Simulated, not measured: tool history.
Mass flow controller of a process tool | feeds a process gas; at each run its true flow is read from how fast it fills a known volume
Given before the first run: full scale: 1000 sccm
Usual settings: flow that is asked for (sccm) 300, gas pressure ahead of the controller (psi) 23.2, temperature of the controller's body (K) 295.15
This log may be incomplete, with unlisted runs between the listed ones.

run    hour  flow that is asked for (sccm)  gas pressure ahead of the controller (psi)  temperature of the controller's body (K)  true flow (%)
  1     0.0                            300                                        23.2                                    295.15          99.04
  2   101.9                            300                                        23.2                                    295.15          99.15
  3   261.1                            300                                        27.3                                    295.15          99.42
  4   367.0                            300                                        27.3                                    295.15          99.60
  5   463.7                            300                                        27.3                                    295.15          99.57
  6   549.6                            300                                        27.3                                    295.15          99.56
  7   661.9                            300                                        27.3                                    295.15          99.76
  8   826.0                            300                                        27.3                                    304.15         100.78
  9   963.0                            300                                        27.3                                    304.15         100.84
 10  1039.2                            659                                        23.2                                    295.15          99.86
 11  1173.6                            659                                        23.2                                    295.15         100.03
 12  1266.7                            300                                        23.2                                    295.15          99.93
 13  1348.1                            519                                        23.2                                    295.15         100.05
 14  1427.4                            519                                        23.2                                    295.15         100.14
 15  1542.1                            519                                        23.2                                    295.15         100.13
 16  1649.1                            300                                        23.2                                    294.15         100.00
 17  1824.8                            300                                        23.2                                    294.15         100.19
 18  1902.9                            300                                        23.2                                    294.15         100.30
 19  2081.8                            300                                        23.2                                    295.15         100.53
 20  2179.4                            300                                        23.2                                    295.15         100.59
 21  2294.5                            300                                        23.2                                    295.15         100.59
 22  2433.3                            300                                        23.2                                    295.15         100.67
 23  2591.9                            142                                        24.1                                    295.15         100.78
 24  2778.2                            300                                        32.6                                    295.15         101.43
 25  2954.6                            300                                        32.6                                    295.15         101.54
 26  3120.7                            786                                        23.2                                    301.15         102.08
 27  3288.3                            135                                        23.2                                    308.15         102.78
 28  3426.2                            135                                        23.2                                    308.15         102.90
 29  3518.3                            482                                        23.2                                    296.15         101.57
 30  3641.3                            224                                        34.8                                    295.15         102.00
 31  3798.2                            924                                        31.0                                    310.15         104.10
 32  3879.3                            924                                        31.0                                    310.15         104.08
 33  3959.9                            924                                        31.0                                    310.15         104.11
     4044.9  -- gauge calibrated
 34  4125.2                            300                                        22.0                                    303.15          99.98
 35  4281.0                            809                                        22.0                                    303.15         100.15

Here are 3 independent what-if runs from the current tool condition. What would each one return?
  A  4411.8                            809                                        30.9                                    303.15              ?
  B  4411.8                            300                                        24.4                                    295.15              ?
  C  4411.8                            618                                        40.0                                    295.15              ?

run  true flow (%)
  A         100.79
  B          99.42
  C         100.25
With no hidden state in the tool, these same runs would have given:
run  true flow (%)
  A         100.54
  B          99.17
  C         100.00
